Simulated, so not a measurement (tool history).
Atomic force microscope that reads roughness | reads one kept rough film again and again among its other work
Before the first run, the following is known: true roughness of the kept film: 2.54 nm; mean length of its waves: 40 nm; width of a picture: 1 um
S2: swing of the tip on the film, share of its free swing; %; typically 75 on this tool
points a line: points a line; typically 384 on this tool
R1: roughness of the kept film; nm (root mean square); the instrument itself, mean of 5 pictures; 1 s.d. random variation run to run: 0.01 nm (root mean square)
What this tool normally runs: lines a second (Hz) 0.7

{"run": 1, "hour": 0.0, "lines a second (Hz)": 0.7, "S2": 75, "points a line": 384, "R1": 2.309}
{"run": 2, "hour": 40.5, "lines a second (Hz)": 0.7, "S2": 75, "points a line": 384, "R1": 2.185}
{"hour": 76.7, "done": "new tip fitted"}
{"run": 3, "hour": 87.3, "lines a second (Hz)": 2.619, "S2": 75, "points a line": 384, "R1": 2.046}
{"run": 4, "hour": 118.5, "lines a second (Hz)": 2.619, "S2": 75, "points a line": 384, "R1": 1.967}
{"hour": 154.5, "done": "new tip fitted"}
{"run": 5, "hour": 172.7, "lines a second (Hz)": 2.619, "S2": 75, "points a line": 384, "R1": 2.041}
{"run": 6, "hour": 215.9, "lines a second (Hz)": 2.619, "S2": 75, "points a line": 384, "R1": 1.942}
{"hour": 232.8, "done": "new tip fitted"}
{"run": 7, "hour": 257.1, "lines a second (Hz)": 2.619, "S2": 75, "points a line": 384, "R1": 2.039}
{"run": 8, "hour": 302.4, "lines a second (Hz)": 0.7, "S2": 75, "points a line": 384, "R1": 2.133}
{"hour": 309.6, "done": "new tip fitted"}
{"run": 9, "hour": 332.3, "lines a second (Hz)": 0.7, "S2": 75, "points a line": 384, "R1": 2.216}
{"run": 10, "hour": 358.4, "lines a second (Hz)": 0.7, "S2": 75, "points a line": 384, "R1": 2.18}
{"hour": 387.3, "done": "new tip fitted"}
{"run": 11, "hour": 402.7, "lines a second (Hz)": 0.7, "S2": 75, "points a line": 384, "R1": 2.263}
{"run": 12, "hour": 425.9, "lines a second (Hz)": 0.7, "S2": 75, "points a line": 384, "R1": 2.189}
{"run": 13, "hour": 452.5, "lines a second (Hz)": 0.7, "S2": 75, "points a line": 384, "R1": 2.12}
{"hour": 466.5, "done": "new tip fitted"}
{"run": 14, "hour": 483.7, "lines a second (Hz)": 0.7, "S2": 85, "points a line": 384, "R1": 2.217}
{"run": 15, "hour": 538.3, "lines a second (Hz)": 0.7, "S2": 85, "points a line": 384, "R1": 2.046}
{"hour": 543.1, "done": "new tip fitted"}
{"run": 16, "hour": 573.1, "lines a second (Hz)": 0.7, "S2": 76, "points a line": 384, "R1": 2.224}
{"hour": 620.7, "done": "new tip fitted"}
{"run": 17, "hour": 620.7, "lines a second (Hz)": 0.7, "S2": 76, "points a line": 384, "R1": 2.311}
{"run": 18, "hour": 661.2, "lines a second (Hz)": 0.7, "S2": 76, "points a line": 384, "R1": 2.172}
{"hour": 699.7, "done": "new tip fitted"}
{"run": 19, "hour": 711.8, "lines a second (Hz)": 0.7, "S2": 76, "points a line": 384, "R1": 2.258}
{"run": 20, "hour": 750.3, "lines a second (Hz)": 0.7, "S2": 75, "points a line": 384, "R1": 2.149}
{"hour": 778.5, "done": "new tip fitted"}
{"run": 21, "hour": 781.5, "lines a second (Hz)": 0.7, "S2": 75, "points a line": 384, "R1": 2.278}
{"run": 22, "hour": 813.3, "lines a second (Hz)": 0.7, "S2": 75, "points a line": 384, "R1": 2.199}
{"hour": 856.4, "done": "new tip fitted"}
{"run": 23, "hour": 861.7, "lines a second (Hz)": 0.7, "S2": 75, "points a line": 384, "R1": 2.269}
{"run": 24, "hour": 895.1, "lines a second (Hz)": 0.7, "S2": 75, "points a line": 384, "R1": 2.178}
{"hour": 932.7, "done": "new tip fitted"}
{"run": 25, "hour": 935.3, "lines a second (Hz)": 0.7, "S2": 75, "points a line": 384, "R1": 2.271}
{"run": 26, "hour": 971.8, "lines a second (Hz)": 2.006, "S2": 64, "points a line": 450, "R1": 2.161}
{"hour": 1013.2, "done": "new tip fitted"}
{"run": 27, "hour": 1018.4, "lines a second (Hz)": 2.006, "S2": 64, "points a line": 450, "R1": 2.249}
{"run": 28, "hour": 1059.9, "lines a second (Hz)": 0.661, "S2": 78, "points a line": 494, "R1": 2.166}
{"hour": 1090.7, "done": "new tip fitted"}
{"run": 29, "hour": 1092.5, "lines a second (Hz)": 0.7, "S2": 71, "points a line": 384, "R1": 2.309}
{"run": 30, "hour": 1147.3, "lines a second (Hz)": 2.666, "S2": 75, "points a line": 398, "R1": 1.942}
{"hour": 1170.2, "done": "new tip fitted"}
{"run": 31, "hour": 1187.3, "lines a second (Hz)": 1.484, "S2": 69, "points a line": 259, "R1": 2.198}
{"run": 32, "hour": 1229.8, "lines a second (Hz)": 0.814, "S2": 75, "points a line": 495, "R1": 2.119}
{"hour": 1246.6, "done": "new tip fitted"}
{"run": 33, "hour": 1258.9, "lines a second (Hz)": 0.814, "S2": 75, "points a line": 495, "R1": 2.235}
{"run": 34, "hour": 1314.3, "lines a second (Hz)": 0.814, "S2": 89, "points a line": 771, "R1": 2.005}
{"hour": 1319.7, "done": "height scale calibrated on a step standard"}
{"hour": 1325.1, "done": "new tip fitted"}
{"run": 35, "hour": 1366.0, "lines a second (Hz)": 0.814, "S2": 89, "points a line": 309, "R1": 2.057}
{"hour": 1402.9, "done": "new tip fitted"}
{"run": 36, "hour": 1412.7, "lines a second (Hz)": 0.7, "S2": 75, "points a line": 1020, "R1": 2.256}
{"run": 37, "hour": 1449.5, "lines a second (Hz)": 1.923, "S2": 60, "points a line": 384, "R1": 2.147}
{"run": 38, "hour": 1475.1, "lines a second (Hz)": 2.047, "S2": 59, "points a line": 566, "R1": 2.067}
{"hour": 1480.6, "done": "new tip fitted"}
{"hour": 1495.3, "done": "height scale calibrated on a step standard, once more"}
{"run": 39, "hour": 1516.0, "lines a second (Hz)": 0.7, "S2": 85, "points a line": 384, "R1": 2.159}
{"run": 40, "hour": 1554.0, "lines a second (Hz)": 0.7, "S2": 82, "points a line": 937, "R1": 2.101}
{"hour": 1561.8, "done": "new tip fitted"}
{"run": 41, "hour": 1606.9, "lines a second (Hz)": 0.7, "S2": 84, "points a line": 503, "R1": 2.153}
{"hour": 1638.8, "done": "new tip fitted"}
{"run": 42, "hour": 1638.8, "lines a second (Hz)": 2.955, "S2": 79, "points a line": 307, "R1": 1.988}
{"run": 43, "hour": 1662.9, "lines a second (Hz)": 2.391, "S2": 75, "points a line": 279, "R1": 2.046}
{"run": 44, "hour": 1703.5, "lines a second (Hz)": 1.011, "S2": 88, "points a line": 369, "R1": 2.016}
{"hour": 1716.5, "done": "new tip fitted"}
{"run": 45, "hour": 1738.6, "lines a second (Hz)": 3.864, "S2": 86, "points a line": 282, "R1": 1.69}
{"run": 46, "hour": 1772.8, "lines a second (Hz)": 1.237, "S2": 78, "points a line": 384, "R1": 2.072}
{"hour": 1795.8, "done": "new tip fitted"}
{"run": 47, "hour": 1818.3, "lines a second (Hz)": 1.409, "S2": 75, "points a line": 993, "R1": 2.178}

Forecast run 48:
{"run": 48, "hour": 1847.1, "lines a second (Hz)": 1.409, "S2": 75, "points a line": 555, "R1": "?"}

Run 48 came out at R1 2.133 nm (root mean square).
Take away the tool's hidden state, keep the run-to-run variation as it was, and the same run would have given R1 2.27 nm (root mean square).
